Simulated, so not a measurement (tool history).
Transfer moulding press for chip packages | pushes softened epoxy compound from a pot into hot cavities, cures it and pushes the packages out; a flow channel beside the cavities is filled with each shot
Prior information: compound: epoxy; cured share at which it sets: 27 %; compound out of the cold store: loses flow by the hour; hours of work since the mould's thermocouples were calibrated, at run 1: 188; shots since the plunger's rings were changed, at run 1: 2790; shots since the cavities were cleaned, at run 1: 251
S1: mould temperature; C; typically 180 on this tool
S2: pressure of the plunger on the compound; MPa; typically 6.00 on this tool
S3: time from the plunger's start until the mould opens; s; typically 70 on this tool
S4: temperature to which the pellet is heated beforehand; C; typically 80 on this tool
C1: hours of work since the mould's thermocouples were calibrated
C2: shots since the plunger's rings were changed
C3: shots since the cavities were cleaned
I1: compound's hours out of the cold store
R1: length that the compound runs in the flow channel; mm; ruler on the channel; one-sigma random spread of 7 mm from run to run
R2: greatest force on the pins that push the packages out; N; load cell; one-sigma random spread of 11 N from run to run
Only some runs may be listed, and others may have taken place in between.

run	hour	S1	S2	S3	S4	C1	C2	C3	I1	R1	R2
1	0.0	180	6.00	70	80	188	2790	251	33.4	802	706
# hour 47.9: cavities cleaned with cleaning compound and waxed
2	50.9	180	6.00	70	80	215	3532	46	34.9	779	573
# hour 111.6: cavities cleaned with cleaning compound and waxed
3	111.6	180	6.00	70	80	248	4420	0	37.8	747	565
4	154.0	180	6.00	57	80	272	5056	636	17.3	854	1559
# hour 174.8: cavities cleaned with cleaning compound and waxed
5	212.0	180	6.00	70	80	303	5904	558	24.9	807	881
# hour 238.1: cavities cleaned with cleaning compound and waxed
6	238.1	180	6.00	70	80	317	6275	0	43.1	694	567
# hour 248.9: plunger's sealing rings changed
7	270.7	180	6.00	70	80	333	327	451	24.6	894	815
8	300.5	180	6.00	70	80	350	775	899	41.1	801	873
# hour 306.8: cavities cleaned with cleaning compound and waxed
9	334.1	178	6.00	70	80	368	1256	409	34.5	821	946
# hour 371.7: cavities cleaned with cleaning compound and waxed
10	382.1	180	6.00	70	70	393	1955	156	46.5	749	697
11	430.4	180	6.00	70	70	420	2680	881	24.4	854	974
# hour 436.4: cavities cleaned with cleaning compound and waxed
12	456.7	180	6.00	70	70	434	3052	304	39.3	768	789
# hour 501.0: cavities cleaned with cleaning compound and waxed
13	502.2	180	6.00	70	70	458	3713	19	38.2	774	628
14	558.9	180	6.00	70	70	490	4564	870	17.8	854	1033
# hour 564.6: cavities cleaned with cleaning compound and waxed
15	596.0	177	6.00	52	80	509	5098	471	17.5	867	2174
16	625.8	177	6.00	53	84	526	5546	919	35.0	753	2131
# hour 631.7: cavities cleaned with cleaning compound and waxed
17	668.7	172	6.00	70	76	549	6167	555	37.7	746	1483
# hour 683.9: plunger's sealing rings changed
# hour 699.5: cavities cleaned with cleaning compound and waxed
18	713.9	172	6.00	70	76	572	428	216	46.4	787	1189
# hour 764.6: cavities cleaned with cleaning compound and waxed
19	774.2	176	5.06	70	71	604	1311	144	39.1	746	955
20	799.5	185	6.00	70	72	618	1692	525	40.5	759	670
# hour 827.7: cavities cleaned with cleaning compound and waxed
21	853.1	185	6.00	99	80	647	2473	381	42.9	748	478
# hour 891.5: cavities cleaned with cleaning compound and waxed
22	904.2	185	6.00	99	80	675	3218	192	26.3	818	443
23	938.1	183	5.08	81	80	693	3727	701	17.3	799	652
# hour 958.3: cavities cleaned with cleaning compound and waxed
24	990.3	187	6.75	99	82	721	4488	481	9.0	961	494
# hour 1021.9: cavities cleaned with cleaning compound and waxed
25	1047.5	187	6.75	99	76	752	5324	384	26.1	833	489
26	1081.2	188	6.04	90	85	771	5830	890	9.0	860	574
# hour 1085.9: cavities cleaned with cleaning compound and waxed
27	1116.4	186	4.67	90	77	790	6336	457	14.6	734	500

Each row is a separate what-if for the run after 27, all from the same tool condition, not one after another. Results?
# hour 1121.6: plunger's sealing rings changed
# hour 1131.2: mould's thermocouples calibrated
# hour 1153.9: cavities cleaned with cleaning compound and waxed
A	1153.9	180	6.00	81	72	12	433	0	43.5	?	?
# hour 1121.6: plunger's sealing rings changed
# hour 1131.2: mould's thermocouples calibrated
# hour 1153.9: cavities cleaned with cleaning compound and waxed
B	1153.9	186	5.62	90	78	12	433	0	14.3	?	?
# hour 1121.6: plunger's sealing rings changed
# hour 1131.2: mould's thermocouples calibrated
# hour 1153.9: cavities cleaned with cleaning compound and waxed
C	1153.9	178	6.00	70	80	12	433	0	32.5	?	?

run	R1	R2
A	780	445
B	916	366
C	844	636
Take away the tool's hidden state, keep each run's random variation, and the runs would have read:
run	R1	R2
A	786	425
B	923	354
C	850	600
